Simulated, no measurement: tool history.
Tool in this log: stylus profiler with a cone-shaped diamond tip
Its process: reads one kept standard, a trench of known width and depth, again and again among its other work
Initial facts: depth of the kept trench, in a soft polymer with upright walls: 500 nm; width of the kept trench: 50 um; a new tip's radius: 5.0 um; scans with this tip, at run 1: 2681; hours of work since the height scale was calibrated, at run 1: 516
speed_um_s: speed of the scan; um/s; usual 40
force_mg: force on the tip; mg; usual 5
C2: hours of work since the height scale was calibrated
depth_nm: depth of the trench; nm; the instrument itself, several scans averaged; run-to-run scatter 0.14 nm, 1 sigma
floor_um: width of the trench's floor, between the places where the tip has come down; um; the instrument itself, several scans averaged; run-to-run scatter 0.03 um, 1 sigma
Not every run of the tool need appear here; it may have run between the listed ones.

{"run": 1, "hour": 0.0, "speed_um_s": 40, "force_mg": 5, "scans with this tip": 2681, "C2": 516, "depth_nm": 514.88, "floor_um": 44.57}
{"run": 2, "hour": 24.9, "speed_um_s": 40, "force_mg": 1.82, "scans with this tip": 2745, "C2": 528, "depth_nm": 508.06, "floor_um": 44.49}
{"run": 3, "hour": 50.4, "speed_um_s": 40, "force_mg": 5.2, "scans with this tip": 2811, "C2": 541, "depth_nm": 515.32, "floor_um": 44.53}
{"run": 4, "hour": 66.0, "speed_um_s": 41, "force_mg": 5, "scans with this tip": 2851, "C2": 548, "depth_nm": 515.2, "floor_um": 44.53}
{"run": 5, "hour": 100.8, "speed_um_s": 40, "force_mg": 2.66, "scans with this tip": 2940, "C2": 565, "depth_nm": 510.38, "floor_um": 44.46}
{"run": 6, "hour": 132.9, "speed_um_s": 40, "force_mg": 5, "scans with this tip": 3023, "C2": 581, "depth_nm": 515.09, "floor_um": 44.49}
{"run": 7, "hour": 169.3, "speed_um_s": 40, "force_mg": 5, "scans with this tip": 3116, "C2": 599, "depth_nm": 515.18, "floor_um": 44.49}
{"run": 8, "hour": 205.0, "speed_um_s": 40, "force_mg": 5, "scans with this tip": 3208, "C2": 617, "depth_nm": 515.16, "floor_um": 44.45}
{"run": 9, "hour": 222.2, "speed_um_s": 40, "force_mg": 5, "scans with this tip": 3252, "C2": 625, "depth_nm": 515.11, "floor_um": 44.42}
{"run": 10, "hour": 258.1, "speed_um_s": 40, "force_mg": 5, "scans with this tip": 3344, "C2": 643, "depth_nm": 515.1, "floor_um": 44.36}
{"run": 11, "hour": 277.4, "speed_um_s": 40, "force_mg": 5, "scans with this tip": 3394, "C2": 653, "depth_nm": 515.04, "floor_um": 44.41}
{"run": 12, "hour": 308.5, "speed_um_s": 40, "force_mg": 5, "scans with this tip": 3474, "C2": 668, "depth_nm": 515.41, "floor_um": 44.34}
{"run": 13, "hour": 343.2, "speed_um_s": 40, "force_mg": 5, "scans with this tip": 3563, "C2": 685, "depth_nm": 515.25, "floor_um": 44.39}
{"run": 14, "hour": 379.5, "speed_um_s": 40, "force_mg": 5, "scans with this tip": 3656, "C2": 703, "depth_nm": 515.57, "floor_um": 44.23}
{"run": 15, "hour": 396.6, "speed_um_s": 40, "force_mg": 3.65, "scans with this tip": 3700, "C2": 712, "depth_nm": 512.83, "floor_um": 44.29}
{"hour": 400.2, "done": "height scale calibrated on a step standard"}
{"run": 16, "hour": 420.1, "speed_um_s": 14, "force_mg": 5.95, "scans with this tip": 3759, "C2": 10, "depth_nm": 518.48, "floor_um": 44.34}
{"run": 17, "hour": 454.8, "speed_um_s": 14, "force_mg": 5.95, "scans with this tip": 3848, "C2": 27, "depth_nm": 518.32, "floor_um": 44.31}
{"run": 18, "hour": 481.9, "speed_um_s": 93, "force_mg": 6.8, "scans with this tip": 3918, "C2": 40, "depth_nm": 519.8, "floor_um": 44.13}
{"run": 19, "hour": 509.5, "speed_um_s": 62, "force_mg": 5, "scans with this tip": 3989, "C2": 54, "depth_nm": 516.56, "floor_um": 44.17}
{"run": 20, "hour": 528.4, "speed_um_s": 85, "force_mg": 4.6, "scans with this tip": 4037, "C2": 63, "depth_nm": 515.96, "floor_um": 44.05}
{"run": 21, "hour": 562.8, "speed_um_s": 34, "force_mg": 3.32, "scans with this tip": 4126, "C2": 80, "depth_nm": 513.39, "floor_um": 44.19}
{"hour": 590.2, "done": "height scale calibrated on a step standard, once more"}
{"run": 22, "hour": 592.7, "speed_um_s": 46, "force_mg": 5, "scans with this tip": 4201, "C2": 1, "depth_nm": 513.84, "floor_um": 44.1}

Run 23 is up next; what results do you expect?
{"run": 23, "hour": 622.2, "speed_um_s": 46, "force_mg": 5, "scans with this tip": 4277, "C2": 16, "depth_nm": "?", "floor_um": "?"}

Run 23 came out at depth_nm 513.55 nm, floor_um 44.07 um.
Had the tool carried no hidden state, the very same run would have given depth_nm 513.43 nm, floor_um 45.46 um.
